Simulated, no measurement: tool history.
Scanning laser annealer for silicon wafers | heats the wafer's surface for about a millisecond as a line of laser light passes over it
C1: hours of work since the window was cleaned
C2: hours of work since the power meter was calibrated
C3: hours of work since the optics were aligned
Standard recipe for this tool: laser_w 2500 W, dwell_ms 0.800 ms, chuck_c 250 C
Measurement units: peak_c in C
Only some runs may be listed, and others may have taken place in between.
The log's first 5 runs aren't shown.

Run 6, hour 51.7: usual settings but dwell_ms 0.721 ms; C1 476; C2 241; C3 204. Result: peak_c 941 C.
Run 7, hour 63.6: usual settings; C1 482; C2 247; C3 210. Result: peak_c 981 C.
Run 8, hour 76.3: usual settings; C1 488; C2 253; C3 216. Result: peak_c 978 C.
Run 9, hour 84.8: usual settings but laser_w 2660 W; C1 493; C2 257; C3 221. Result: peak_c 1041 C.
Run 10, hour 93.8: usual settings but laser_w 2660 W; C1 497; C2 262; C3 225. Result: peak_c 1040 C.
Run 11, hour 102.7: usual settings but laser_w 2660 W; C1 502; C2 266; C3 229. Result: peak_c 1036 C.
Run 12, hour 117.0: usual settings but laser_w 2191 W; C1 509; C2 273; C3 237. Result: peak_c 864 C.
Run 13, hour 125.7: usual settings but laser_w 2191 W; C1 513; C2 278; C3 241. Result: peak_c 865 C.
Run 14, hour 132.9: usual settings but laser_w 2191 W; C1 517; C2 281; C3 244. Result: peak_c 867 C.
Run 15, hour 140.1: usual settings but laser_w 2191 W; C1 520; C2 285; C3 248. Result: peak_c 865 C.
Run 16, hour 152.6: usual settings but laser_w 2191 W; C1 527; C2 291; C3 254. Result: peak_c 861 C.

Run 17 has not been measured yet. What should we expect?
Run 17, hour 167.9: usual settings but laser_w 2717 W, dwell_ms 0.625 ms, chuck_c 220 C; C1 534; C2 299; C3 262. Result: peak_c ?.

Run 17 measured peak_c 918 C.
On a tool with no hidden condition, and with the same random variation, this run would have come out at peak_c 952 C.

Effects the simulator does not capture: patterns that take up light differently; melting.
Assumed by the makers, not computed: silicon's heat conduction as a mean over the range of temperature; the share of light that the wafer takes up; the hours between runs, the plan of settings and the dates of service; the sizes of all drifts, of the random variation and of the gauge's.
